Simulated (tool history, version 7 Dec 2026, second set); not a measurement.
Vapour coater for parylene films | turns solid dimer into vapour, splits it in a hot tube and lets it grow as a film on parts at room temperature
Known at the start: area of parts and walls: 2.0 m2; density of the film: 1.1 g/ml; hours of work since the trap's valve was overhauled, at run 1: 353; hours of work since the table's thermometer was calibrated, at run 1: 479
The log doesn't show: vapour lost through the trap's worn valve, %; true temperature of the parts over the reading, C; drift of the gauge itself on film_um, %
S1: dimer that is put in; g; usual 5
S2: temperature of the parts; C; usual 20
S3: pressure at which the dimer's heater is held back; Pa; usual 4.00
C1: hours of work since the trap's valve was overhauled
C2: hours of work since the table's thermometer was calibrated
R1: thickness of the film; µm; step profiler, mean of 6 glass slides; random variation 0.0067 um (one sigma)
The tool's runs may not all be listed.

run 1 hour=0.0 | S1=5 S2=20 S3=4.00 | C1=353 C2=479 | R1=1.079
run 2 hour=17.7 | S1=5 S2=20 S3=2.98 | C1=368 C2=495 | R1=1.108
run 3 hour=35.6 | S1=5 S2=20 S3=2.98 | C1=384 C2=511 | R1=1.096
-- hour=58.0 trap's valve overhauled
run 4 hour=68.6 | S1=3 S2=20 S3=4.00 | C1=9 C2=537 | R1=0.627
run 5 hour=81.9 | S1=5 S2=20 S3=4.00 | C1=21 C2=548 | R1=1.034
run 6 hour=103.9 | S1=5 S2=20 S3=4.00 | C1=41 C2=568 | R1=1.033
run 7 hour=128.2 | S1=5 S2=20 S3=4.00 | C1=62 C2=589 | R1=1.010
run 8 hour=160.1 | S1=5 S2=20 S3=4.00 | C1=90 C2=618 | R1=1.019
run 9 hour=190.4 | S1=5 S2=20 S3=4.00 | C1=117 C2=645 | R1=1.024
run 10 hour=220.5 | S1=5 S2=20 S3=4.00 | C1=144 C2=671 | R1=0.991
-- hour=250.5 trap's valve overhauled, once more
run 11 hour=256.6 | S1=5 S2=20 S3=4.00 | C1=5 C2=700 | R1=1.144
run 12 hour=269.9 | S1=5 S2=20 S3=4.00 | C1=17 C2=711 | R1=1.130
run 13 hour=293.5 | S1=5 S2=20 S3=4.00 | C1=38 C2=732 | R1=1.122
run 14 hour=308.7 | S1=5 S2=20 S3=2.22 | C1=52 C2=746 | R1=1.186
run 15 hour=336.8 | S1=2 S2=19 S3=2.22 | C1=76 C2=771 | R1=0.484
run 16 hour=364.4 | S1=2 S2=19 S3=3.19 | C1=101 C2=795 | R1=0.473
run 17 hour=380.7 | S1=2 S2=19 S3=2.99 | C1=115 C2=810 | R1=0.466
run 18 hour=403.7 | S1=4 S2=19 S3=4.43 | C1=136 C2=830 | R1=0.906
run 19 hour=435.2 | S1=5 S2=20 S3=2.31 | C1=164 C2=858 | R1=1.157
run 20 hour=452.8 | S1=3 S2=27 S3=4.00 | C1=179 C2=874 | R1=0.554
run 21 hour=465.8 | S1=3 S2=27 S3=4.00 | C1=191 C2=885 | R1=0.552
run 22 hour=487.7 | S1=3 S2=27 S3=4.00 | C1=210 C2=904 | R1=0.545

The next listed run, before its measurement:
run 23 hour=517.5 | S1=3 S2=27 S3=4.00 | C1=237 C2=931 | R1=?

Run 23 gave R1 0.550 µm.
Without the tool's hidden state the same run would have given R1 0.570 µm.
